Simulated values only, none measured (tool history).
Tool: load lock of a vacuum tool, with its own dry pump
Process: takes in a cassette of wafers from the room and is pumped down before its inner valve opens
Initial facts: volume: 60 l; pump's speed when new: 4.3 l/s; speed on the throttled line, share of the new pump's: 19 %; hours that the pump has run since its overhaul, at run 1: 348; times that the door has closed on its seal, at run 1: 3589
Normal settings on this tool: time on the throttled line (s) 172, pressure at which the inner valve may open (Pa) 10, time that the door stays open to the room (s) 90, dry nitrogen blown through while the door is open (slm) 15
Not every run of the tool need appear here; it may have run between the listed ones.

run    hour  time on the throttled line (s)  pressure at which the inner valve may open (Pa)  time that the door stays open to the room (s)  dry nitrogen blown through while the door is open (slm)  hours that the pump has run since its overhaul  times that the door has closed on its seal  incoming humidity of the room's air, %  time from the closed door until the inner valve may open (s)  rise of the pressure with all valves shut (Pa/min)
  1       0                             172                                               10                                             90                                                       15                                             348                                        3589                                    44.4                                                         268.8                                               0.045
  2   145.1                             172                                               10                                             90                                                       15                                             493                                        4010                                    43.7                                                         271.2                                               0.048
  3   278.7                             172                                               10                                             90                                                       15                                             626                                        4399                                    45.5                                                         272.6                                               0.048
  4   430.1                             172                                               10                                             90                                                       15                                             778                                        4839                                    44.1                                                         272.6                                               0.054
  5   526.2                             172                                               10                                             90                                                       15                                             874                                        5118                                    45.7                                                         271.6                                               0.056
  6   619.8                             172                                                9                                             90                                                       15                                             967                                        5390                                    45.7                                                         273.3                                               0.063
  7   759.7                             114                                               10                                             51                                                       29                                            1107                                        5797                                      46                                                         225.4                                               0.044
  8     860                             165                                               12                                             26                                                       15                                            1208                                        6088                                    42.5                                                         263.7                                               0.047
  9   969.3                             165                                               12                                             26                                                       15                                            1317                                        6406                                    49.4                                                         263.9                                               0.056
 10  1112.2                             153                                                8                                             40                                                       27                                            1460                                        6821                                      40                                                           260                                               0.047

Each row is a separate what-if for the run after 10, all from the same tool condition, not one after another. Results?
  A  1200.3                             172                                               18                                            239                                                        6                                            1548                                        7077                                      45                                                             ?                                                   ?
  B  1200.3                              97                                               10                                             90                                                       15                                            1548                                        7077                                      46                                                             ?                                                   ?
  C  1200.3                              86                                               10                                             90                                                       15                                            1548                                        7077                                    44.3                                                             ?                                                   ?

run  time from the closed door until the inner valve may open (s)  rise of the pressure with all valves shut (Pa/min)
  A                                                         264.2                                               0.114
  B                                                         211.1                                               0.068
  C                                                         203.8                                               0.075
Take away the tool's hidden state, keep each run's random variation, and the runs would have read:
run  time from the closed door until the inner valve may open (s)  rise of the pressure with all valves shut (Pa/min)
  A                                                         261.9                                               0.076
  B                                                         208.2                                                0.03
  C                                                         200.8                                               0.036

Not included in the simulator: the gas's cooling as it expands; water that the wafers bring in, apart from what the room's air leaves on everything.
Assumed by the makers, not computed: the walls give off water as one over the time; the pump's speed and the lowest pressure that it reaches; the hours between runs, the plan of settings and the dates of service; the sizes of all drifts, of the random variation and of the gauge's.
